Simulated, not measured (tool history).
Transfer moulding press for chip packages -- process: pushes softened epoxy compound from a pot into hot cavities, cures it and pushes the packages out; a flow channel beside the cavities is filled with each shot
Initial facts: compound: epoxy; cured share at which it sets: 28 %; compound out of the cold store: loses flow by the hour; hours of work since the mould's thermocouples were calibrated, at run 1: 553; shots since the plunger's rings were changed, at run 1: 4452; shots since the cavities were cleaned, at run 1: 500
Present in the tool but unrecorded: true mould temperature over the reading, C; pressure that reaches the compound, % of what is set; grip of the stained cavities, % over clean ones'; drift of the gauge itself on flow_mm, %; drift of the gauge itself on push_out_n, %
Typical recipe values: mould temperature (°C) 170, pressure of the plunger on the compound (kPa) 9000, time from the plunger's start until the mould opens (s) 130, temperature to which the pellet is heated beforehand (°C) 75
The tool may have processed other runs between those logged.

| run | hour | mould temperature (°C) | pressure of the plunger on the compound (kPa) | time from the plunger's start until the mould opens (s) | temperature to which the pellet is heated beforehand (°C) | hours of work since the mould's thermocouples were calibrated | shots since the plunger's rings were changed | shots since the cavities were cleaned | incoming compound's hours out of the cold store | length that the compound runs in the flow channel (mm) | greatest force on the pins that push the packages out (N) |
|---|---|---|---|---|---|---|---|---|---|---|---|
| 1 | 0.0 | 170 | 9000 | 130 | 75 | 553 | 4452 | 500 | 8.7 | 730 | 875 |
|  | 33.5 | cavities cleaned with cleaning compound and waxed |
| 2 | 36.1 | 170 | 9000 | 130 | 75 | 579 | 4818 | 27 | 30.7 | 668 | 471 |
| 3 | 83.9 | 170 | 9000 | 130 | 75 | 614 | 5323 | 532 | 40.2 | 648 | 826 |
|  | 117.9 | cavities cleaned with cleaning compound and waxed |
| 4 | 134.7 | 170 | 9000 | 130 | 75 | 652 | 5846 | 179 | 30.0 | 655 | 634 |
|  | 169.6 | plunger's sealing rings changed |
| 5 | 186.9 | 163 | 9000 | 130 | 75 | 689 | 183 | 703 | 13.6 | 771 | 1387 |
|  | 204.4 | cavities cleaned with cleaning compound and waxed |
| 6 | 241.4 | 163 | 9000 | 130 | 75 | 729 | 744 | 391 | 29.7 | 715 | 1164 |
| 7 | 281.2 | 163 | 9000 | 130 | 75 | 758 | 1165 | 812 | 17.2 | 754 | 1412 |
|  | 288.1 | mould's thermocouples calibrated |
|  | 289.6 | cavities cleaned with cleaning compound and waxed |
| 8 | 322.5 | 170 | 9000 | 130 | 75 | 25 | 1565 | 348 | 37.9 | 676 | 694 |
| 9 | 356.0 | 170 | 9000 | 130 | 75 | 50 | 1919 | 702 | 21.5 | 709 | 780 |
|  | 371.2 | cavities cleaned with cleaning compound and waxed |
| 10 | 395.9 | 170 | 9000 | 130 | 75 | 79 | 2325 | 261 | 19.3 | 709 | 635 |
| 11 | 445.2 | 170 | 9000 | 130 | 75 | 116 | 2847 | 783 | 16.2 | 720 | 830 |
|  | 453.5 | cavities cleaned with cleaning compound and waxed |
| 12 | 480.4 | 170 | 9000 | 130 | 81 | 141 | 3203 | 285 | 36.6 | 659 | 655 |
| 13 | 518.7 | 170 | 9000 | 152 | 75 | 170 | 3608 | 690 | 14.9 | 714 | 718 |
|  | 536.7 | cavities cleaned with cleaning compound and waxed |
| 14 | 546.6 | 166 | 7540 | 142 | 68 | 190 | 3887 | 105 | 14.7 | 672 | 545 |
| 15 | 587.7 | 165 | 9000 | 127 | 75 | 220 | 4321 | 539 | 35.7 | 664 | 985 |
|  | 617.2 | cavities cleaned with cleaning compound and waxed |
| 16 | 624.0 | 174 | 8140 | 130 | 75 | 247 | 4690 | 72 | 39.4 | 604 | 442 |
| 17 | 676.0 | 174 | 8140 | 130 | 75 | 286 | 5240 | 622 | 33.2 | 615 | 714 |
|  | 701.5 | cavities cleaned with cleaning compound and waxed |
| 18 | 724.7 | 174 | 8140 | 129 | 82 | 321 | 5739 | 246 | 24.0 | 638 | 601 |

What will run 19 give?
|  | 766.6 | plunger's sealing rings changed |
| 19 | 778.1 | 174 | 8140 | 129 | 82 | 359 | 123 | 785 | 19.8 | ? | ? |

length that the compound runs in the flow channel (mm): 694
greatest force on the pins that push the packages out (N): 748
If the tool had no hidden condition, the same run with the same run-to-run variation would have returned length that the compound runs in the flow channel (mm) 694, greatest force on the pins that push the packages out (N) 363.
